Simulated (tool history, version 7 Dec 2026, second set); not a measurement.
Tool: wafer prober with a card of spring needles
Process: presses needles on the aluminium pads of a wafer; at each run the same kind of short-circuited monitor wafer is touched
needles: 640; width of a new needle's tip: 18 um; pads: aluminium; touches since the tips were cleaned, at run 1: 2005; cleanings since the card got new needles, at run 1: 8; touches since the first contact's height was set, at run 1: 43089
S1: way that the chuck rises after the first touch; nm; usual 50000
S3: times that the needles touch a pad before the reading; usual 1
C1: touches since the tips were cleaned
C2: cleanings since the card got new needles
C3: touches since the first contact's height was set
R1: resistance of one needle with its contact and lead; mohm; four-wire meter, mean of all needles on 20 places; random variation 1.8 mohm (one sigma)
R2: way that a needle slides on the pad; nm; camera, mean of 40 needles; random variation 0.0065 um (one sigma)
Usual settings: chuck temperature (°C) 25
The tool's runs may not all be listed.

run 1 hour=0 | S1=50000 chuck_temperature_(°C)=25 S3=1 | C1=2005 C2=8 C3=43089 | R1=191 R2=7929
-- hour=4.8 tips cleaned on abrasive film
-- hour=12.8 tips cleaned on abrasive film
-- hour=19.2 tips cleaned on abrasive film
-- hour=26.8 tips cleaned on abrasive film
run 2 hour=26.8 | S1=50000 chuck_temperature_(°C)=25 S3=1 | C1=0 C2=12 C3=62056 | R1=185 R2=7933
-- hour=34.8 tips cleaned on abrasive film
-- hour=41.2 tips cleaned on abrasive film
-- hour=49.2 tips cleaned on abrasive film
-- hour=52.6 height of the first contact set anew
-- hour=57.4 tips cleaned on abrasive film
run 3 hour=62.2 | S1=50000 chuck_temperature_(°C)=25 S3=1 | C1=3434 C2=16 C3=6823 | R1=188 R2=7907
-- hour=63.9 tips cleaned on abrasive film
-- hour=71.9 tips cleaned on abrasive film
-- hour=78.3 tips cleaned on abrasive film
-- hour=84.7 tips cleaned on abrasive film
-- hour=91.1 tips cleaned on abrasive film
run 4 hour=95.4 | S1=50000 chuck_temperature_(°C)=100 S3=1 | C1=3121 C2=21 C3=30277 | R1=208 R2=7890
-- hour=98.7 tips cleaned on abrasive film
-- hour=106.6 tips cleaned on abrasive film
-- hour=114.6 tips cleaned on abrasive film
run 5 hour=119.6 | S1=50000 chuck_temperature_(°C)=100 S3=1 | C1=3573 C2=24 C3=47405 | R1=208 R2=7891
-- hour=121.3 tips cleaned on abrasive film
-- hour=127.7 tips cleaned on abrasive film
-- hour=135.6 tips cleaned on abrasive film
-- hour=143.6 tips cleaned on abrasive film
-- hour=151.6 tips cleaned on abrasive film
run 6 hour=157.5 | S1=50000 chuck_temperature_(°C)=25 S3=1 | C1=4272 C2=29 C3=74245 | R1=187 R2=7883
-- hour=159.2 tips cleaned on abrasive film
-- hour=165.6 tips cleaned on abrasive film
-- hour=165.9 height of the first contact set anew
-- hour=173.9 tips cleaned on abrasive film
run 7 hour=174.6 | S1=50000 chuck_temperature_(°C)=25 S3=1 | C1=566 C2=32 C3=6214 | R1=187 R2=7880
-- hour=181 tips cleaned on abrasive film
-- hour=189 tips cleaned on abrasive film
-- hour=197 tips cleaned on abrasive film
-- hour=205 tips cleaned on abrasive film
run 8 hour=208.2 | S1=50000 chuck_temperature_(°C)=25 S3=1 | C1=2311 C2=36 C3=29989 | R1=188 R2=7862
-- hour=211.4 tips cleaned on abrasive film
-- hour=219.4 tips cleaned on abrasive film
-- hour=225.8 tips cleaned on abrasive film
-- hour=232.2 tips cleaned on abrasive film
run 9 hour=237.8 | S1=50000 chuck_temperature_(°C)=25 S3=1 | C1=4018 C2=40 C3=50939 | R1=189 R2=7848
-- hour=239.5 tips cleaned on abrasive film
-- hour=247.4 tips cleaned on abrasive film
-- hour=255.4 tips cleaned on abrasive film
run 10 hour=259.3 | S1=50000 chuck_temperature_(°C)=25 S3=1 | C1=2834 C2=43 C3=66189 | R1=186 R2=7855
-- hour=262.6 tips cleaned on abrasive film
-- hour=269 tips cleaned on abrasive film
-- hour=277 tips cleaned on abrasive film
-- hour=278.8 height of the first contact set anew
-- hour=283.6 tips cleaned on abrasive film
run 11 hour=287.1 | S1=50000 chuck_temperature_(°C)=25 S3=1 | C1=2449 C2=47 C3=5838 | R1=188 R2=7832
-- hour=290.3 tips cleaned on abrasive film
-- hour=296.7 tips cleaned on abrasive film
-- hour=304.7 tips cleaned on abrasive film
run 12 hour=310.1 | S1=50000 chuck_temperature_(°C)=25 S3=1 | C1=3877 C2=50 C3=22145 | R1=193 R2=7832
-- hour=311.8 tips cleaned on abrasive film
-- hour=318.2 tips cleaned on abrasive film
-- hour=326.1 tips cleaned on abrasive film
run 13 hour=328.2 | S1=50000 chuck_temperature_(°C)=25 S3=1 | C1=1457 C2=53 C3=34898 | R1=189 R2=7827
-- hour=333 tips cleaned on abrasive film
-- hour=340.9 tips cleaned on abrasive film
-- hour=348.9 tips cleaned on abrasive film
-- hour=356.9 tips cleaned on abrasive film
-- hour=364.8 tips cleaned on abrasive film
run 14 hour=365.3 | S1=50000 chuck_temperature_(°C)=25 S3=2 | C1=383 C2=58 C3=61206 | R1=188 R2=7819
-- hour=371.7 tips cleaned on abrasive film
-- hour=378.1 tips cleaned on abrasive film
-- hour=386.1 tips cleaned on abrasive film
run 15 hour=387.7 | S1=50000 chuck_temperature_(°C)=25 S3=2 | C1=1161 C2=61 C3=77023 | R1=190 R2=7805
-- hour=392.5 tips cleaned on abrasive film
-- hour=392.8 height of the first contact set anew
-- hour=400.8 tips cleaned on abrasive film
-- hour=408.4 tips cleaned on abrasive film
run 16 hour=408.4 | S1=52000 chuck_temperature_(°C)=75 S3=1 | C1=0 C2=64 C3=11027 | R1=201 R2=8121
-- hour=414.8 tips cleaned on abrasive film
-- hour=421.2 tips cleaned on abrasive film
run 17 hour=425.6 | S1=56000 chuck_temperature_(°C)=25 S3=1 | C1=3184 C2=66 C3=23249 | R1=184 R2=8752
-- hour=428.9 tips cleaned on abrasive film
-- hour=436.9 tips cleaned on abrasive film
-- hour=443.3 tips cleaned on abrasive film
-- hour=451.2 tips cleaned on abrasive film
-- hour=457.6 tips cleaned on abrasive film
run 18 hour=462.7 | S1=45000 chuck_temperature_(°C)=39 S3=1 | C1=3658 C2=71 C3=49493 | R1=194 R2=7006
-- hour=464.4 tips cleaned on abrasive film
-- hour=472.3 tips cleaned on abrasive film
-- hour=478.7 tips cleaned on abrasive film
-- hour=486.7 tips cleaned on abrasive film
-- hour=493.5 tips cleaned on abrasive film
run 19 hour=493.5 | S1=34000 chuck_temperature_(°C)=35 S3=1 | C1=0 C2=76 C3=71191 | R1=203 R2=5293
-- hour=501.4 tips cleaned on abrasive film
-- hour=506.4 height of the first contact set anew
-- hour=509.7 tips cleaned on abrasive film
-- hour=516.1 tips cleaned on abrasive film
run 20 hour=521.7 | S1=42000 chuck_temperature_(°C)=35 S3=1 | C1=4012 C2=79 C3=10790 | R1=195 R2=6518
-- hour=523.4 tips cleaned on abrasive film
-- hour=529.8 tips cleaned on abrasive film
-- hour=536.2 tips cleaned on abrasive film
run 21 hour=538.6 | S1=59000 chuck_temperature_(°C)=46 S3=2 | C1=1736 C2=82 C3=22692 | R1=191 R2=9172
-- hour=543.4 tips cleaned on abrasive film
-- hour=549.8 tips cleaned on abrasive film
-- hour=556.2 tips cleaned on abrasive film
run 22 hour=556.3 | S1=51000 chuck_temperature_(°C)=55 S3=1 | C1=136 C2=85 C3=35226 | R1=196 R2=7915
-- hour=562.8 tips cleaned on abrasive film
-- hour=570.7 tips cleaned on abrasive film
-- hour=577.1 tips cleaned on abrasive film
-- hour=585.1 tips cleaned on abrasive film
-- hour=591.5 tips cleaned on abrasive film
run 23 hour=593.7 | S1=31000 chuck_temperature_(°C)=98 S3=1 | C1=1555 C2=90 C3=61640 | R1=224 R2=4806
-- hour=598.5 tips cleaned on abrasive film
-- hour=604.9 tips cleaned on abrasive film
-- hour=612.9 tips cleaned on abrasive film
run 24 hour=616.5 | S1=31000 chuck_temperature_(°C)=98 S3=1 | C1=2596 C2=93 C3=77793 | R1=223 R2=4793
-- hour=619.7 tips cleaned on abrasive film
-- hour=620 height of the first contact set anew
-- hour=626.4 tips cleaned on abrasive film
-- hour=634.4 tips cleaned on abrasive film
run 25 hour=640 | S1=31000 chuck_temperature_(°C)=98 S3=1 | C1=3985 C2=96 C3=14152 | R1=227 R2=4794
-- hour=641.6 tips cleaned on abrasive film
-- hour=648 tips cleaned on abrasive film
-- hour=656 tips cleaned on abrasive film
-- hour=664 tips cleaned on abrasive film
-- hour=671.9 tips cleaned on abrasive film
run 26 hour=676.4 | S1=32000 chuck_temperature_(°C)=27 S3=3 | C1=3199 C2=101 C3=39945 | R1=202 R2=4941

Measured less the same run without the tool's hidden state. The same run-to-run variation is in both; the gauge's scatter may not be:
The hidden state here: debris on the tips, nm; way that the needles fall short of the set height, um; tips' diameter, um; drift of the gauge itself on contact_mohm, %; drift of the gauge itself on scrub_um, %.
run=1 R2=+0
run=2 R2=-8
run=3 R2=-19
run=4 R2=-29
run=5 R2=-36
run=6 R2=-48
run=7 R2=-52
run=8 R2=-62
run=9 R2=-71
run=10 R2=-78
run=11 R2=-86
run=12 R2=-94
run=13 R2=-99
run=14 R2=-110
run=15 R2=-116
run=16 R2=-127
run=17 R2=-143
run=18 R2=-126
run=19 R2=-101
run=20 R2=-132
run=21 R2=-192
run=22 R2=-170
run=23 R2=-111
run=24 R2=-115
run=25 R2=-120
run=26 R2=-130
R1: within 1 mohm of the measured result in every run.
